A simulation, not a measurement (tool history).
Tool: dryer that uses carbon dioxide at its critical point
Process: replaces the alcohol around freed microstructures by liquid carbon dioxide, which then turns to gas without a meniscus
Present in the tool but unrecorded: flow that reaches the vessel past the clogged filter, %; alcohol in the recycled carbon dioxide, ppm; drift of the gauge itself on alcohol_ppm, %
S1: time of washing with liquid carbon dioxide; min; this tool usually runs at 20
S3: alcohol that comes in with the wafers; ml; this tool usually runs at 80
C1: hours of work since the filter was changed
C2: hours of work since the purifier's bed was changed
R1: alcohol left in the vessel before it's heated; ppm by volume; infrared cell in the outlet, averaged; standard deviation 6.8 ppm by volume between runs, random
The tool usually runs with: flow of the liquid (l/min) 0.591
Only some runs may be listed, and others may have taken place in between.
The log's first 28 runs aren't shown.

{"run": 29, "hour": 1367.5, "S1": 20, "flow of the liquid (l/min)": 0.72, "S3": 80, "C1": 180, "C2": 669, "R1": 242}
{"hour": 1386.6, "done": "inlet filter changed"}
{"run": 30, "hour": 1427.1, "S1": 23, "flow of the liquid (l/min)": 0.394, "S3": 75, "C1": 22, "C2": 701, "R1": 975}
{"hour": 1464.8, "done": "purifier's bed changed"}
{"run": 31, "hour": 1464.8, "S1": 23, "flow of the liquid (l/min)": 0.394, "S3": 75, "C1": 40, "C2": 0, "R1": 978}
{"run": 32, "hour": 1535.8, "S1": 32, "flow of the liquid (l/min)": 0.382, "S3": 25, "C1": 78, "C2": 38, "R1": 110}
{"run": 33, "hour": 1604.9, "S1": 25, "flow of the liquid (l/min)": 0.492, "S3": 35, "C1": 115, "C2": 75, "R1": 174}
{"run": 34, "hour": 1661.6, "S1": 20, "flow of the liquid (l/min)": 0.591, "S3": 69, "C1": 146, "C2": 105, "R1": 409}
{"run": 35, "hour": 1696.6, "S1": 20, "flow of the liquid (l/min)": 0.591, "S3": 69, "C1": 164, "C2": 124, "R1": 425}
{"run": 36, "hour": 1740.2, "S1": 20, "flow of the liquid (l/min)": 0.591, "S3": 69, "C1": 188, "C2": 147, "R1": 463}
{"hour": 1747.4, "done": "inlet filter changed"}
{"run": 37, "hour": 1807.1, "S1": 22, "flow of the liquid (l/min)": 0.647, "S3": 80, "C1": 32, "C2": 183, "R1": 151}
{"run": 38, "hour": 1880.7, "S1": 24, "flow of the liquid (l/min)": 0.647, "S3": 80, "C1": 71, "C2": 222, "R1": 110}
{"run": 39, "hour": 1937.8, "S1": 24, "flow of the liquid (l/min)": 0.647, "S3": 80, "C1": 102, "C2": 253, "R1": 131}
{"run": 40, "hour": 1997.2, "S1": 16, "flow of the liquid (l/min)": 0.591, "S3": 61, "C1": 134, "C2": 284, "R1": 859}
{"run": 41, "hour": 2033.1, "S1": 23, "flow of the liquid (l/min)": 0.449, "S3": 47, "C1": 153, "C2": 304, "R1": 506}
{"run": 42, "hour": 2072.0, "S1": 15, "flow of the liquid (l/min)": 0.591, "S3": 32, "C1": 174, "C2": 324, "R1": 624}
{"hour": 2103.7, "done": "inlet filter changed"}
{"run": 43, "hour": 2118.9, "S1": 15, "flow of the liquid (l/min)": 0.591, "S3": 32, "C1": 8, "C2": 349, "R1": 446}
{"run": 44, "hour": 2165.9, "S1": 16, "flow of the liquid (l/min)": 0.665, "S3": 41, "C1": 33, "C2": 374, "R1": 310}
{"run": 45, "hour": 2227.2, "S1": 16, "flow of the liquid (l/min)": 0.508, "S3": 63, "C1": 66, "C2": 407, "R1": 1251}

Below are 3 alternative next runs, each starting from the tool's condition after run 45. Predict each:
{"run": "A", "hour": 2288.1, "S1": 25, "flow of the liquid (l/min)": 0.508, "S3": 23, "C1": 99, "C2": 440, "R1": "?"}
{"run": "B", "hour": 2288.1, "S1": 16, "flow of the liquid (l/min)": 0.701, "S3": 63, "C1": 99, "C2": 440, "R1": "?"}
{"run": "C", "hour": 2288.1, "S1": 20, "flow of the liquid (l/min)": 0.494, "S3": 96, "C1": 99, "C2": 440, "R1": "?"}

run=A R1=132
run=B R1=437
run=C R1=1052
With the hidden condition removed and each run's random variation left untouched, the same runs would have given:
run=A R1=76
run=B R1=310
run=C R1=812
